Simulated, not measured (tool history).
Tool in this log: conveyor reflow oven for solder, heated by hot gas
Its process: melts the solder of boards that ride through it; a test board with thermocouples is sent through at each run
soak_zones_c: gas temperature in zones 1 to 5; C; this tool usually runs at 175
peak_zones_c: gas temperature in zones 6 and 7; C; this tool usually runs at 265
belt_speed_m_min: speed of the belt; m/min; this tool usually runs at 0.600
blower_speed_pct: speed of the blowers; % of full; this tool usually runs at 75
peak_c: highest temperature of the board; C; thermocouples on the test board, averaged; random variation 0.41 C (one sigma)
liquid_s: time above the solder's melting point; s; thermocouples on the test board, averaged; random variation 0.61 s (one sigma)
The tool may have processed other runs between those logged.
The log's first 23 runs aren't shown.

Run 24, day 50.067: usual settings but soak_zones_c 179 C, belt_speed_m_min 0.607 m/min, blower_speed_pct 51 % of full. Result: peak_c 246.3 C, liquid_s 56.7 s.
Run 25, day 52.512: usual settings but soak_zones_c 168 C, peak_zones_c 254 C, belt_speed_m_min 0.576 m/min, blower_speed_pct 66 % of full. Result: peak_c 239.7 C, liquid_s 50.4 s.
Run 26, day 54.296: usual settings but soak_zones_c 168 C, peak_zones_c 254 C, belt_speed_m_min 0.576 m/min, blower_speed_pct 66 % of full. Result: peak_c 239.7 C, liquid_s 50.3 s.
Run 27, day 57.529: usual settings but soak_zones_c 168 C, peak_zones_c 254 C, belt_speed_m_min 0.576 m/min, blower_speed_pct 66 % of full. Result: peak_c 239.4 C, liquid_s 50.0 s.
Run 28, day 60.579: usual settings but soak_zones_c 168 C, peak_zones_c 254 C, belt_speed_m_min 0.576 m/min, blower_speed_pct 66 % of full. Result: peak_c 239.2 C, liquid_s 49.5 s.
Run 29, day 63.912: usual settings but soak_zones_c 190 C. Result: peak_c 252.7 C, liquid_s 69.5 s.
Run 30, day 67.121: usual settings but soak_zones_c 179 C, peak_zones_c 258 C, belt_speed_m_min 0.693 m/min, blower_speed_pct 52 % of full. Result: peak_c 235.3 C, liquid_s 36.4 s.
Run 31, day 70.392: usual settings but soak_zones_c 187 C, peak_zones_c 258 C, belt_speed_m_min 0.532 m/min, blower_speed_pct 56 % of full. Result: peak_c 246.1 C, liquid_s 72.1 s.
Run 32, day 72.588: usual settings but soak_zones_c 182 C, peak_zones_c 268 C, blower_speed_pct 78 % of full. Result: peak_c 254.3 C, liquid_s 67.8 s.

Branching from run 32: 3 alternative next runs. What would each branch give?
Run A, day 75.796: usual settings but soak_zones_c 167 C, peak_zones_c 261 C, blower_speed_pct 78 % of full. Result: peak_c ?, liquid_s ?.
Run B, day 75.796: usual settings but soak_zones_c 173 C. Result: peak_c ?, liquid_s ?.
Run C, day 75.796: usual settings but soak_zones_c 188 C, peak_zones_c 255 C, belt_speed_m_min 0.631 m/min, blower_speed_pct 78 % of full. Result: peak_c ?, liquid_s ?.

run  peak_c  liquid_s
  A   245.5      52.0
  B   248.8      59.2
  C   241.9      56.7
Without the tool's unlogged condition, the same runs would have read:
run  peak_c  liquid_s
  A   245.7      50.3
  B   248.9      57.1
  C   241.8      54.7
